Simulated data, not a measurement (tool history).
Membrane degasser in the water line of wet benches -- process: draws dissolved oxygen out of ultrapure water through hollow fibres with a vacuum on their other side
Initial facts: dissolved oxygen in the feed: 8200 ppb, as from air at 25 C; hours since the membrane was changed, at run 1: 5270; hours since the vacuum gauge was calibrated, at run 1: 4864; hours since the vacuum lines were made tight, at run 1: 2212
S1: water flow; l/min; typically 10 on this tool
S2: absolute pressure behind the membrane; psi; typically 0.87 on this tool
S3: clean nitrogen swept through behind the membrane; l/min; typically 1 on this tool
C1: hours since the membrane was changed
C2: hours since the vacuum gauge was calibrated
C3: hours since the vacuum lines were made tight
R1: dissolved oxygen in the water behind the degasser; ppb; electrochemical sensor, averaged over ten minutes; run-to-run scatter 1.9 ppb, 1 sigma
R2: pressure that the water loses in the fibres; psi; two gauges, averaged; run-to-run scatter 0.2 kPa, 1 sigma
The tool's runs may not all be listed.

| run | hour | S1 | S2 | S3 | C1 | C2 | C3 | R1 | R2 |
|---|---|---|---|---|---|---|---|---|---|
| 1 | 0 | 10 | 0.87 | 1 | 5270 | 4864 | 2212 | 237.4 | 6.971 |
| 2 | 129.8 | 7 | 0.87 | 1 | 5400 | 4994 | 2341 | 155 | 4.84 |
| 3 | 245.8 | 10 | 0.87 | 1 | 5516 | 5110 | 2458 | 238.6 | 7.013 |
| 4 | 324.8 | 8 | 0.87 | 1 | 5595 | 5189 | 2537 | 186.3 | 5.623 |
| 5 | 479.6 | 8 | 0.87 | 1 | 5750 | 5344 | 2691 | 186.9 | 5.6 |
| 6 | 589.7 | 10 | 0.87 | 1 | 5860 | 5454 | 2801 | 247.6 | 7.04 |
| 7 | 695.2 | 10 | 1.632 | 1 | 5965 | 5559 | 2907 | 365 | 7.036 |
| 8 | 806.9 | 10 | 0.87 | 1 | 6077 | 5671 | 3019 | 250.9 | 7.015 |
| 9 | 983 | 10 | 1.765 | 1 | 6253 | 5847 | 3195 | 384.7 | 7.014 |
| 10 | 1159.5 | 10 | 1.765 | 1 | 6430 | 6024 | 3371 | 392.2 | 7.024 |
| 11 | 1299.2 | 10 | 1.104 | 1 | 6569 | 6163 | 3511 | 291.4 | 7.12 |
|  | 1468.7 | seals of the vacuum lines changed |
| 12 | 1468.7 | 10 | 1.104 | 1 | 6737 | 6331 | 0 | 284 | 7.134 |
| 13 | 1596.3 | 10 | 1.104 | 1 | 6864 | 6458 | 128 | 287.6 | 7.055 |
| 14 | 1674.6 | 10 | 1.104 | 1 | 6943 | 6537 | 206 | 287.2 | 7.146 |
| 15 | 1852 | 10 | 1.104 | 1 | 7120 | 6714 | 383 | 293.5 | 7.108 |
| 16 | 2025.8 | 10 | 1.104 | 1 | 7294 | 6888 | 557 | 296.2 | 7.172 |
| 17 | 2182.5 | 10 | 0.87 | 1.45 | 7451 | 7045 | 714 | 240.1 | 7.134 |
| 18 | 2330.3 | 12 | 0.87 | 0.8 | 7598 | 7192 | 862 | 339.2 | 8.615 |
| 19 | 2454.4 | 12 | 0.87 | 0.8 | 7722 | 7316 | 986 | 343.3 | 8.62 |
| 20 | 2557.7 | 13 | 1.236 | 1.9 | 7826 | 7420 | 1089 | 354.8 | 9.351 |
| 21 | 2655.9 | 13 | 1.236 | 1.9 | 7924 | 7518 | 1187 | 348.8 | 9.388 |
| 22 | 2786.7 | 9 | 0.59 | 1.45 | 8055 | 7649 | 1318 | 182.2 | 6.466 |
|  | 2833.9 | membrane cartridge changed |
| 23 | 2900.1 | 9 | 0.953 | 2.63 | 66 | 7758 | 1427 | 143.4 | 5.871 |
| 24 | 3065.3 | 9 | 0.953 | 2.63 | 231 | 7923 | 1593 | 143.3 | 5.887 |
| 25 | 3156.4 | 12 | 1.038 | 1.04 | 322 | 8014 | 1684 | 283.9 | 7.82 |
| 26 | 3324.2 | 10 | 0.727 | 1.9 | 490 | 8182 | 1852 | 160.6 | 6.638 |
| 27 | 3435.8 | 11 | 0.592 | 0.82 | 602 | 8294 | 1963 | 195.1 | 7.229 |
| 28 | 3528.6 | 10 | 1.092 | 0.5 | 695 | 8387 | 2056 | 338.7 | 6.598 |
|  | 3573.3 | vacuum gauge calibrated |
| 29 | 3646.1 | 10 | 0.754 | 0.42 | 812 | 73 | 2173 | 233.1 | 6.602 |
| 30 | 3817.2 | 10 | 0.87 | 1.94 | 983 | 244 | 2344 | 171.1 | 6.67 |
| 31 | 3893.3 | 12 | 0.898 | 0.81 | 1059 | 320 | 2420 | 270.6 | 7.932 |

Consider 4 possible next runs. They are alternatives, not a sequence: every one starts from the tool as it was left by run 31. What does each give?
| A | 3971.8 | 12 | 0.898 | 0.69 | 1137 | 398 | 2499 | ? | ? |
| B | 3971.8 | 11 | 0.898 | 0.68 | 1137 | 398 | 2499 | ? | ? |
| C | 3971.8 | 16 | 0.898 | 0.81 | 1137 | 398 | 2499 | ? | ? |
| D | 3971.8 | 10 | 0.622 | 2.88 | 1137 | 398 | 2499 | ? | ? |

| run | R1 | R2 |
|---|---|---|
| A | 287.2 | 7.96 |
| B | 257.9 | 7.322 |
| C | 368.8 | 10.61 |
| D | 142.7 | 6.635 |
The same runs, with their run-to-run variation unchanged, on a tool lacking any hidden condition would have given:
| run | R1 | R2 |
|---|---|---|
| A | 277 | 7.855 |
| B | 248.4 | 7.226 |
| C | 356.5 | 10.47 |
| D | 135.3 | 6.548 |
